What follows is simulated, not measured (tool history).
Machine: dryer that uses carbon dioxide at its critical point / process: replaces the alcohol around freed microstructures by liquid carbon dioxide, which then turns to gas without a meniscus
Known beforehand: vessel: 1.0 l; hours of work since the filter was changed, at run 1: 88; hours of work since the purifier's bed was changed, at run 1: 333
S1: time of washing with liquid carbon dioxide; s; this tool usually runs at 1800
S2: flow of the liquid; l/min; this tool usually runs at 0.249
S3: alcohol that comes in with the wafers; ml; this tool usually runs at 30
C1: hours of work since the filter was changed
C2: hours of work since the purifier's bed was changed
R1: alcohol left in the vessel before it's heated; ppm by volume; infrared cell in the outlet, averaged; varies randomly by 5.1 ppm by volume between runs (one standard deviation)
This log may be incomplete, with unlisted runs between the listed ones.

run 1 hour=0.0 | S1=1800 S2=0.249 S3=30 | C1=88 C2=333 | R1=112
run 2 hour=23.0 | S1=1800 S2=0.249 S3=30 | C1=100 C2=345 | R1=110
run 3 hour=40.1 | S1=1800 S2=0.249 S3=30 | C1=109 C2=354 | R1=111
run 4 hour=64.8 | S1=1800 S2=0.216 S3=30 | C1=121 C2=366 | R1=201
run 5 hour=82.5 | S1=1800 S2=0.216 S3=30 | C1=130 C2=375 | R1=186
run 6 hour=100.9 | S1=1800 S2=0.216 S3=30 | C1=140 C2=385 | R1=211
run 7 hour=111.4 | S1=1800 S2=0.249 S3=30 | C1=145 C2=390 | R1=126
run 8 hour=126.5 | S1=1800 S2=0.249 S3=27 | C1=153 C2=398 | R1=126
run 9 hour=139.8 | S1=1800 S2=0.255 S3=27 | C1=160 C2=404 | R1=104
run 10 hour=150.6 | S1=1800 S2=0.249 S3=30 | C1=165 C2=410 | R1=129
run 11 hour=162.1 | S1=1320 S2=0.249 S3=30 | C1=171 C2=416 | R1=431
run 12 hour=185.1 | S1=1800 S2=0.249 S3=119 | C1=183 C2=427 | R1=352
run 13 hour=202.4 | S1=1800 S2=0.249 S3=30 | C1=191 C2=436 | R1=140
run 14 hour=224.2 | S1=1800 S2=0.249 S3=30 | C1=202 C2=447 | R1=147
run 15 hour=246.6 | S1=1800 S2=0.249 S3=30 | C1=214 C2=459 | R1=151
run 16 hour=264.7 | S1=1800 S2=0.249 S3=99 | C1=223 C2=468 | R1=337
run 17 hour=286.9 | S1=1800 S2=0.249 S3=99 | C1=234 C2=479 | R1=338
run 18 hour=302.5 | S1=1800 S2=0.249 S3=99 | C1=242 C2=487 | R1=356
run 19 hour=319.0 | S1=1800 S2=0.249 S3=99 | C1=251 C2=495 | R1=357
run 20 hour=331.0 | S1=1800 S2=0.249 S3=99 | C1=257 C2=502 | R1=360
run 21 hour=346.7 | S1=1800 S2=0.249 S3=99 | C1=265 C2=510 | R1=362
run 22 hour=368.1 | S1=2100 S2=0.249 S3=30 | C1=275 C2=520 | R1=114
run 23 hour=388.0 | S1=2100 S2=0.249 S3=30 | C1=286 C2=531 | R1=113
run 24 hour=401.2 | S1=2100 S2=0.249 S3=30 | C1=292 C2=537 | R1=119
run 25 hour=421.2 | S1=2160 S2=0.249 S3=26 | C1=302 C2=547 | R1=106
run 26 hour=433.2 | S1=2160 S2=0.249 S3=26 | C1=309 C2=553 | R1=109
run 27 hour=456.6 | S1=2280 S2=0.307 S3=26 | C1=320 C2=565 | R1=85
run 28 hour=472.6 | S1=2700 S2=0.332 S3=105 | C1=329 C2=574 | R1=91
run 29 hour=492.3 | S1=2700 S2=0.297 S3=105 | C1=339 C2=583 | R1=96
run 30 hour=504.2 | S1=2760 S2=0.249 S3=46 | C1=345 C2=590 | R1=98
run 31 hour=528.5 | S1=2760 S2=0.249 S3=46 | C1=357 C2=602 | R1=94
run 32 hour=544.0 | S1=2760 S2=0.201 S3=35 | C1=365 C2=610 | R1=125
run 33 hour=559.7 | S1=2520 S2=0.153 S3=80 | C1=373 C2=618 | R1=728
run 34 hour=584.3 | S1=1200 S2=0.305 S3=23 | C1=385 C2=630 | R1=346
run 35 hour=602.5 | S1=1980 S2=0.184 S3=30 | C1=395 C2=639 | R1=436
run 36 hour=616.9 | S1=2340 S2=0.329 S3=20 | C1=402 C2=647 | R1=103
run 37 hour=639.3 | S1=1800 S2=0.221 S3=84 | C1=413 C2=658 | R1=736
run 38 hour=660.0 | S1=1800 S2=0.173 S3=68 | C1=424 C2=669 | R1=1648
-- hour=673.1 inlet filter changed
run 39 hour=677.5 | S1=1380 S2=0.362 S3=39 | C1=2 C2=677 | R1=134
run 40 hour=692.8 | S1=1380 S2=0.170 S3=39 | C1=10 C2=685 | R1=1388
run 41 hour=711.4 | S1=1380 S2=0.170 S3=39 | C1=19 C2=694 | R1=1431
run 42 hour=721.8 | S1=1140 S2=0.230 S3=86 | C1=25 C2=700 | R1=2074
run 43 hour=733.1 | S1=1320 S2=0.219 S3=106 | C1=30 C2=705 | R1=1760
run 44 hour=757.0 | S1=1320 S2=0.219 S3=106 | C1=43 C2=717 | R1=1843
run 45 hour=779.2 | S1=1320 S2=0.219 S3=106 | C1=54 C2=729 | R1=1830
run 46 hour=790.7 | S1=1320 S2=0.219 S3=106 | C1=60 C2=735 | R1=1835
run 47 hour=804.6 | S1=1440 S2=0.406 S3=73 | C1=67 C2=742 | R1=126
run 48 hour=821.0 | S1=1440 S2=0.305 S3=68 | C1=75 C2=750 | R1=253

Pick out some run-to-run changes in R1. Of each, how much would a tool without hidden state show as well, from the settings, what came in and chance, and how much is left for the hidden state and any gauge scatter not in both results compared?
Hidden state at play: flow that reaches the vessel past the clogged filter, %; alcohol in the recycled carbon dioxide, ppm; drift of the gauge itself on alcohol_ppm, %.
Run 36 -> 37: S1 2340 -> 1800, S2 0.329 -> 0.221, S3 20 -> 84. R1 +633 ppm by volume: hidden state +393, all else +240.
Run 37 -> 38: S2 0.221 -> 0.173, S3 84 -> 68. R1 +912 ppm by volume: hidden state +443, all else +469.
Run 38 -> 39: S1 1800 -> 1380, S2 0.173 -> 0.362, S3 68 -> 39, inlet filter changed. R1 -1514 ppm by volume: hidden state -835, all else -679.
Run 39 -> 40: S2 0.362 -> 0.170. R1 +1254 ppm by volume: hidden state +24, all else +1230.
Run 46 -> 47: S1 1320 -> 1440, S2 0.219 -> 0.406, S3 106 -> 73. R1 -1709 ppm by volume: hidden state -174, all else -1535.

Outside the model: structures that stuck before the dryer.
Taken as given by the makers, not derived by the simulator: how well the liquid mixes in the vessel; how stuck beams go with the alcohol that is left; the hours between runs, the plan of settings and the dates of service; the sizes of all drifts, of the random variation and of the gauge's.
